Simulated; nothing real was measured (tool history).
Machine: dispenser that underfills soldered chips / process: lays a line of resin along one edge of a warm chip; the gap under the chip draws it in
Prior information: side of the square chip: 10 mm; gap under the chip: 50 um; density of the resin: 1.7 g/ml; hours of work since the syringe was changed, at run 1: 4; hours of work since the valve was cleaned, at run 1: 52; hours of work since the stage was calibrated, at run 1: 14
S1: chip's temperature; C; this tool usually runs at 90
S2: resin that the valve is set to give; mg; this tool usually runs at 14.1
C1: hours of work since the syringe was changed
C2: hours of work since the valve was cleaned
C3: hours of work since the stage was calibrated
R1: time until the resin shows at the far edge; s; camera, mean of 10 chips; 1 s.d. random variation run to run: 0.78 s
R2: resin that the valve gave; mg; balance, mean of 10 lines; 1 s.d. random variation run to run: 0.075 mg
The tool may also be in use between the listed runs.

run    day   S1    S2  C1   C2   C3     R1     R2
  1      0   90  14.1   4   52   14   87.6  13.49
     0.192  -- new syringe of resin
  2    0.2   90  14.1   0   55   18   72.6  13.46
  3  0.479   90  14.5   5   60   23   99.4  13.94
     0.592  -- new syringe of resin
  4  0.646   99  14.5   1   63   26     49  13.67
  5  0.883  101  14.1   5   67   30     59  13.38
     0.996  -- new syringe of resin
  6  1.029   90  14.1   1   70   32   75.1  13.37
  7  1.338   90  14.1   6   75   38    105   13.2
     1.396  -- new syringe of resin
  8  1.567   90  16.1   3   79   42   85.8  15.09
  9  1.725   83  16.1   6   82   45  149.2  15.09
     1.804  -- new syringe of resin
 10  1.933   90  17.1   2   85   48   81.9  15.98
 11  2.179   90  17.1   7   90   52  108.1  15.95
     2.217  -- new syringe of resin
 12  2.358   90  14.1   3   93   55   81.9  13.09
 13    2.5   90  12.2   5   95   58  100.8  11.47
     2.621  -- new syringe of resin
 14  2.712   90  12.2   2   99   62   82.5  11.11
 15  2.892   90  12.2   5  102   65  100.4  11.29
     3.017  -- new syringe of resin
 16  3.142   90  14.1   2  106   69   83.8   12.9
 17  3.275   90  14.1   5  109   71   94.2  12.87
     3.417  -- new syringe of resin
 18  3.438   90  14.1   0  111   74   73.6  12.78
     3.562  -- dispensing valve cleaned and set on the balance
 19  3.733   81  17.4   5    3   79  148.1  17.27
     3.858  -- new syringe of resin
 20  4.012   84  13.8   3    8   83  112.8  13.67
 21  4.188   78  15.2   6   11   87  184.4  15.18
     4.279  -- new syringe of resin
 22  4.483   78  15.2   4   16   92  153.8  15.02
     4.692  -- new syringe of resin
 23  4.742   90  16.4   1   20   96   73.2   16.2
 24  4.942   92  13.6   4   24  100   85.5  13.25
     5.083  -- new syringe of resin
 25  5.179   86  14.1   2   28  104   91.7  13.81
 26  5.333   90  13.8   4   31  107   90.2  13.45
     5.475  -- new syringe of resin
 27  5.654   90  13.8   3   36  112   85.1  13.32
     5.888  -- new syringe of resin
 28  5.921   94  12.3   1   41  117   60.3  11.92
 29    6.2   94  12.3   6   46  122   84.5  11.82
     6.296  -- new syringe of resin
 30  6.508   83  12.5   4   51  127  126.2  11.93
     6.708  -- new syringe of resin
 31  6.762   83  13.3   1   56  131  101.6  12.53
 32  6.979   83  13.3   5   60  135  130.4  12.55
     7.125  -- new syringe of resin
 33  7.158  101  14.1   1   63  138   42.4  13.42
 34  7.396  100  16.8   5   67  143   58.1  15.87
     7.521  -- new syringe of resin
 35  7.625  100  16.8   2   71  146   47.8  15.66

Measured result minus the same run's result without the hidden state. Both carry the same run-to-run variation, though not necessarily the same gauge scatter:
Hidden state at play: resin's viscosity, % of fresh resin's; dose that the valve gives, % of what is set; true chip temperature over the reading, C; drift of the gauge itself on fill_s, %; drift of the gauge itself on given_mg, %.
run     R1     R2
  1  +16.7  -0.54
  2   +0.2  -0.59
  3  +28.2  -0.66
  4     +2  -0.68
  5  +16.5  -0.72
  6   +1.3  -0.75
  7  +33.5   -0.8
  8  +14.6  -0.97
  9    +46  -1.02
 10    +10  -1.14
 11  +37.2   -1.2
 12  +10.9  -1.02
 13  +27.3  -0.92
 14   +8.1  -0.95
 15  +27.1  -0.99
 16  +10.5  -1.19
 17  +24.1  -1.22
 18   +0.7  -1.23
 19  +38.1  -0.07
 20  +14.8  -0.11
 21  +54.3  -0.16
 22  +26.2  -0.23
 23   +1.7   -0.3
 24  +19.9  -0.29
 25   +4.1  -0.35
 26  +18.4  -0.38
 27  +11.7  -0.44
 28   -0.1  -0.44
 29  +23.6  -0.49
 30  +23.6  -0.56
 31   -0.3  -0.64
 32  +29.2  -0.68
 33   -0.3  -0.75
 34  +13.8  -0.97
 35   +3.9  -1.02

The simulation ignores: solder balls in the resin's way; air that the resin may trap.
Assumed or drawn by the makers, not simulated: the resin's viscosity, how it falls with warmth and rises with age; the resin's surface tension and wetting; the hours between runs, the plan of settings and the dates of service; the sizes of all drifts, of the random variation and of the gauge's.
